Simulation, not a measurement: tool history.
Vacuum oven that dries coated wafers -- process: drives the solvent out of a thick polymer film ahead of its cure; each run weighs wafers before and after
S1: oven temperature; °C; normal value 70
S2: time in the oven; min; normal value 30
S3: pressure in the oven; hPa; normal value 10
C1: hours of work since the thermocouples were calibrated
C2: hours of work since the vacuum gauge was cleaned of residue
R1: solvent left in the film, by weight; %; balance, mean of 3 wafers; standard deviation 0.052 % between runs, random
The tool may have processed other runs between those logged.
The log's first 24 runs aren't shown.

run 25 hour=767.1 | S1=58 S2=41 S3=7 | C1=736 C2=1175 | R1=2.32
run 26 hour=811.9 | S1=60 S2=30 S3=13.4 | C1=757 C2=1196 | R1=3.91
run 27 hour=846.5 | S1=60 S2=30 S3=13.4 | C1=774 C2=1212 | R1=3.69
run 28 hour=885.4 | S1=57 S2=21 S3=13.4 | C1=792 C2=1231 | R1=6.06
run 29 hour=913.9 | S1=57 S2=21 S3=13.4 | C1=805 C2=1244 | R1=6.4
run 30 hour=955 | S1=83 S2=30 S3=29.2 | C1=825 C2=1263 | R1=1.5
run 31 hour=980 | S1=70 S2=33 S3=10 | C1=837 C2=1275 | R1=1.3
run 32 hour=1025.9 | S1=56 S2=30 S3=9.8 | C1=858 C2=1297 | R1=4.51
run 33 hour=1060 | S1=59 S2=39 S3=9.8 | C1=874 C2=1313 | R1=2.69
run 34 hour=1106 | S1=77 S2=30 S3=35.1 | C1=896 C2=1335 | R1=2.44
run 35 hour=1153.1 | S1=70 S2=18 S3=30.6 | C1=918 C2=1357 | R1=4.59
run 36 hour=1174.2 | S1=70 S2=18 S3=30.6 | C1=928 C2=1367 | R1=4.5
run 37 hour=1201.7 | S1=70 S2=44 S3=6.4 | C1=941 C2=1380 | R1=0.7
run 38 hour=1243.1 | S1=60 S2=50 S3=5.6 | C1=960 C2=1399 | R1=1.39
run 39 hour=1266.7 | S1=70 S2=22 S3=16.2 | C1=972 C2=1410 | R1=2.73
run 40 hour=1309.8 | S1=80 S2=22 S3=16.2 | C1=992 C2=1431 | R1=1.22
run 41 hour=1343.5 | S1=70 S2=18 S3=25.3 | C1=1008 C2=1446 | R1=4.12
run 42 hour=1382 | S1=59 S2=31 S3=11.4 | C1=1026 C2=1465 | R1=3.72
run 43 hour=1421.9 | S1=70 S2=25 S3=13.3 | C1=1045 C2=1483 | R1=2.13
run 44 hour=1463.1 | S1=58 S2=45 S3=14.6 | C1=1064 C2=1503 | R1=3.2
run 45 hour=1486.8 | S1=58 S2=45 S3=14.6 | C1=1075 C2=1514 | R1=3.1
run 46 hour=1515.8 | S1=74 S2=23 S3=5.3 | C1=1089 C2=1527 | R1=1.2

Predict each of these 5 candidate next runs independently; none follows another, all start after run 46:
run A hour=1542 | S1=74 S2=50 S3=5.3 | C1=1101 C2=1540 | R1=?
run B hour=1542 | S1=80 S2=15 S3=17.7 | C1=1101 C2=1540 | R1=?
run C hour=1542 | S1=74 S2=30 S3=10 | C1=1101 C2=1540 | R1=?
run D hour=1542 | S1=66 S2=29 S3=5.3 | C1=1101 C2=1540 | R1=?
run E hour=1542 | S1=70 S2=42 S3=10 | C1=1101 C2=1540 | R1=?

run=A R1=0.27
run=B R1=2.13
run=C R1=0.98
run=D R1=1.77
run=E R1=1.09
Take away the tool's hidden state, keep each run's random variation, and the runs would have read:
run=A R1=0.25
run=B R1=2.11
run=C R1=0.96
run=D R1=1.74
run=E R1=1.07
